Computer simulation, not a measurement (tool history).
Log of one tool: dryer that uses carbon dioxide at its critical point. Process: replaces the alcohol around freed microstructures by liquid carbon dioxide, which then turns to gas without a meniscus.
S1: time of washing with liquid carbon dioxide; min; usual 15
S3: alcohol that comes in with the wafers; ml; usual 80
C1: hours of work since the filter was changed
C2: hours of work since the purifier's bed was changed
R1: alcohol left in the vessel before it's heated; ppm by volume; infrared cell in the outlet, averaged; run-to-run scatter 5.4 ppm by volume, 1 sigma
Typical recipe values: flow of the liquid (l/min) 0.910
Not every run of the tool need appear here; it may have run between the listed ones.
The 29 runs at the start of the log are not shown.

Run 30, hour 1242.2: usual settings but S1 13 min, flow of the liquid (l/min) 0.603, S3 21 ml; C1 308; C2 550. Result: R1 523 ppm by volume.
Run 31, hour 1299.0: usual settings but S1 17 min, flow of the liquid (l/min) 0.764; C1 331; C2 572. Result: R1 313 ppm by volume.
Run 32, hour 1354.0: usual settings but S1 17 min, flow of the liquid (l/min) 0.764; C1 352; C2 593. Result: R1 332 ppm by volume.
Run 33, hour 1380.1: usual settings but S1 17 min, flow of the liquid (l/min) 0.764; C1 362; C2 604. Result: R1 335 ppm by volume.
Run 34, hour 1421.2: usual settings but S1 17 min, flow of the liquid (l/min) 0.764; C1 379; C2 620. Result: R1 339 ppm by volume.
Run 35, hour 1450.6: usual settings but S1 19 min, flow of the liquid (l/min) 1.191, S3 93 ml; C1 390; C2 631. Result: R1 127 ppm by volume.
Run 36, hour 1475.6: usual settings but S1 19 min, flow of the liquid (l/min) 1.191, S3 93 ml; C1 400; C2 641. Result: R1 119 ppm by volume.
Run 37, hour 1502.0: usual settings but S1 16 min, S3 40 ml; C1 410; C2 652. Result: R1 172 ppm by volume.
Run 38, hour 1534.3: usual settings but S1 11 min, flow of the liquid (l/min) 1.070, S3 94 ml; C1 423; C2 664. Result: R1 552 ppm by volume.
Run 39, hour 1569.4: usual settings but S1 11 min, flow of the liquid (l/min) 1.070, S3 94 ml; C1 437; C2 678. Result: R1 591 ppm by volume.
Run 40, hour 1602.9: usual settings but S1 9 min, flow of the liquid (l/min) 0.592, S3 27 ml; C1 450; C2 691. Result: R1 1711 ppm by volume.
Run 41, hour 1661.7: usual settings but S1 9 min, flow of the liquid (l/min) 0.592, S3 27 ml; C1 473; C2 714. Result: R1 1740 ppm by volume.
Run 42, hour 1722.3: usual settings but flow of the liquid (l/min) 0.731, S3 69 ml; C1 497; C2 738. Result: R1 591 ppm by volume.
Run 43, hour 1777.9: usual settings but flow of the liquid (l/min) 0.731, S3 69 ml; C1 519; C2 760. Result: R1 598 ppm by volume.
Run 44, hour 1803.7: usual settings but S1 19 min, flow of the liquid (l/min) 1.447; C1 529; C2 770. Result: R1 135 ppm by volume.
Run 45, hour 1832.0: usual settings but S1 19 min, flow of the liquid (l/min) 1.447; C1 540; C2 781. Result: R1 141 ppm by volume.
Run 46, hour 1862.2: usual settings but S1 17 min, flow of the liquid (l/min) 1.447, S3 28 ml; C1 552; C2 793. Result: R1 138 ppm by volume.
At hour 1890.7: inlet filter changed.
Run 47, hour 1896.7: usual settings but S1 17 min, flow of the liquid (l/min) 0.845, S3 98 ml; C1 2; C2 806. Result: R1 266 ppm by volume.

What if the next run were any one of these 3? Each begins from the tool's condition after run 47:
Run A, hour 1936.1: usual settings but S1 17 min, flow of the liquid (l/min) 1.163, S3 84 ml; C1 18; C2 821. Result: R1 ?.
Run B, hour 1936.1: usual settings but S1 14 min, flow of the liquid (l/min) 1.311, S3 52 ml; C1 18; C2 821. Result: R1 ?.
Run C, hour 1936.1: usual settings but S1 17 min, flow of the liquid (l/min) 0.845, S3 33 ml; C1 18; C2 821. Result: R1 ?.

run   R1
  A  159
  B  159
  C  180
The same runs, with their run-to-run variation unchanged, on a tool lacking any hidden condition would have given:
run  R1
  A  19
  B  18
  C  37
